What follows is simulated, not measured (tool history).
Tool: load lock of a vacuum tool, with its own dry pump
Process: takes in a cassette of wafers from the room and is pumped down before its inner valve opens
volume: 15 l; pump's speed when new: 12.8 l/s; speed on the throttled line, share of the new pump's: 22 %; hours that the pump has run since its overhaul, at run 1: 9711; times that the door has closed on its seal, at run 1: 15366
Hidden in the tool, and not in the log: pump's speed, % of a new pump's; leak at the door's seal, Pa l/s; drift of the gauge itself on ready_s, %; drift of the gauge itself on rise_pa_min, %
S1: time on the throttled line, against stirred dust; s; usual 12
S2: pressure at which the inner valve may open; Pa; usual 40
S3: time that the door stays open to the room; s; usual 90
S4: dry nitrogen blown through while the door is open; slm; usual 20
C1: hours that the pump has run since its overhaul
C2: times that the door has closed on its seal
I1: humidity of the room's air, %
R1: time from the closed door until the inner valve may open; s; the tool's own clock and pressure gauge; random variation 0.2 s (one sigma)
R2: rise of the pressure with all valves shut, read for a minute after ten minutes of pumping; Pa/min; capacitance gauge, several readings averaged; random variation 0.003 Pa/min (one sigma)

run 1 day=0 | S1=12 S2=40 S3=90 S4=20 | C1=9711 C2=15366 | I1=42.2 | R1=19 R2=0.069
run 2 day=3.658 | S1=12 S2=30 S3=90 S4=20 | C1=9798 C2=15761 | I1=43.1 | R1=19.2 R2=0.07
run 3 day=6.262 | S1=12 S2=30 S3=90 S4=20 | C1=9861 C2=16042 | I1=44.3 | R1=19.5 R2=0.074
run 4 day=10.162 | S1=12 S2=30 S3=90 S4=20 | C1=9955 C2=16463 | I1=41.5 | R1=19 R2=0.077
run 5 day=12.917 | S1=12 S2=40 S3=90 S4=20 | C1=10021 C2=16761 | I1=42.9 | R1=19.1 R2=0.077
run 6 day=16.179 | S1=12 S2=40 S3=90 S4=20 | C1=10099 C2=17113 | I1=43.6 | R1=19.3 R2=0.082
run 7 day=20.358 | S1=12 S2=40 S3=90 S4=20 | C1=10199 C2=17564 | I1=44.1 | R1=19.1 R2=0.086
run 8 day=22.779 | S1=12 S2=40 S3=90 S4=20 | C1=10257 C2=17826 | I1=43.6 | R1=18.8 R2=0.084
run 9 day=26.162 | S1=12 S2=40 S3=96 S4=20 | C1=10339 C2=18191 | I1=47.2 | R1=19 R2=0.088
run 10 day=30.396 | S1=12 S2=40 S3=30 S4=20 | C1=10440 C2=18649 | I1=47.4 | R1=19.1 R2=0.081
run 11 day=33.833 | S1=12 S2=40 S3=90 S4=20 | C1=10523 C2=19020 | I1=42.9 | R1=19.2 R2=0.088
run 12 day=37.717 | S1=12 S2=40 S3=90 S4=20 | C1=10616 C2=19439 | I1=45 | R1=19.3 R2=0.085
run 13 day=41.162 | S1=12 S2=40 S3=90 S4=20 | C1=10699 C2=19812 | I1=42.2 | R1=19.1 R2=0.087
run 14 day=45.058 | S1=12 S2=40 S3=90 S4=20 | C1=10792 C2=20232 | I1=45.2 | R1=19.6 R2=0.096
run 15 day=47.321 | S1=12 S2=40 S3=90 S4=20 | C1=10846 C2=20477 | I1=47.6 | R1=19.1 R2=0.097
run 16 day=51.692 | S1=12 S2=40 S3=90 S4=20 | C1=10951 C2=20949 | I1=46.2 | R1=19.5 R2=0.097
run 17 day=55.962 | S1=12 S2=40 S3=90 S4=20 | C1=11054 C2=21410 | I1=46.6 | R1=18.9 R2=0.101
run 18 day=59.908 | S1=12 S2=40 S3=90 S4=20 | C1=11148 C2=21836 | I1=43.9 | R1=19 R2=0.099
run 19 day=62.392 | S1=12 S2=40 S3=90 S4=20 | C1=11208 C2=22104 | I1=47.4 | R1=18.8 R2=0.107
run 20 day=66.275 | S1=12 S2=40 S3=90 S4=20 | C1=11301 C2=22524 | I1=48.5 | R1=18.9 R2=0.107
run 21 day=70.883 | S1=12 S2=51 S3=63 S4=26 | C1=11412 C2=23022 | I1=45.9 | R1=18.7 R2=0.104
run 22 day=74.371 | S1=12 S2=67 S3=90 S4=20 | C1=11496 C2=23398 | I1=45.3 | R1=18.5 R2=0.114
run 23 day=77.279 | S1=10 S2=67 S3=90 S4=28 | C1=11565 C2=23712 | I1=44.7 | R1=17.1 R2=0.109
run 24 day=81.229 | S1=7 S2=40 S3=69 S4=20 | C1=11660 C2=24139 | I1=51.2 | R1=15.5 R2=0.117
run 25 day=84.917 | S1=7 S2=40 S3=69 S4=20 | C1=11749 C2=24537 | I1=44 | R1=15.4 R2=0.117
run 26 day=87.462 | S1=7 S2=40 S3=69 S4=20 | C1=11810 C2=24812 | I1=45.3 | R1=15.3 R2=0.114
run 27 day=91.467 | S1=7 S2=40 S3=69 S4=20 | C1=11906 C2=25245 | I1=44.4 | R1=15.1 R2=0.114
run 28 day=95.954 | S1=7 S2=40 S3=26 S4=20 | C1=12014 C2=25729 | I1=44.7 | R1=15.5 R2=0.115
run 29 day=99.812 | S1=7 S2=40 S3=26 S4=20 | C1=12106 C2=26146 | I1=45.1 | R1=15.3 R2=0.116
run 30 day=102.942 | S1=7 S2=34 S3=26 S4=12 | C1=12181 C2=26484 | I1=44.4 | R1=15.7 R2=0.122
run 31 day=107.621 | S1=7 S2=34 S3=26 S4=12 | C1=12294 C2=26989 | I1=43 | R1=15.6 R2=0.125
run 32 day=109.662 | S1=16 S2=40 S3=39 S4=20 | C1=12343 C2=27210 | I1=44.8 | R1=22.1 R2=0.121
run 33 day=111.646 | S1=16 S2=40 S3=55 S4=34 | C1=12390 C2=27424 | I1=43.7 | R1=22.2 R2=0.123
run 34 day=116.079 | S1=18 S2=63 S3=90 S4=20 | C1=12497 C2=27903 | I1=43.4 | R1=22.9 R2=0.13
run 35 day=119.6 | S1=18 S2=49 S3=109 S4=20 | C1=12581 C2=28283 | I1=45.7 | R1=23.2 R2=0.13
run 36 day=122.321 | S1=20 S2=70 S3=54 S4=45 | C1=12646 C2=28577 | I1=46.8 | R1=24.5 R2=0.13
run 37 day=126.5 | S1=12 S2=40 S3=29 S4=31 | C1=12747 C2=29028 | I1=47.2 | R1=18.6 R2=0.129

Forecast each of these 3 alternatives for the next run:
run A day=131.1 | S1=12 S2=29 S3=90 S4=4 | C1=12857 C2=29525 | I1=49.3 | R1=? R2=?
run B day=131.1 | S1=12 S2=40 S3=90 S4=6 | C1=12857 C2=29525 | I1=44.8 | R1=? R2=?
run C day=131.1 | S1=12 S2=40 S3=59 S4=9 | C1=12857 C2=29525 | I1=43.1 | R1=? R2=?

run=A R1=19.6 R2=0.165
run=B R1=19.2 R2=0.155
run=C R1=18.9 R2=0.149
Without the tool's hidden state the same runs would have given:
run=A R1=19 R2=0.047
run=B R1=18.6 R2=0.037
run=C R1=18.4 R2=0.031
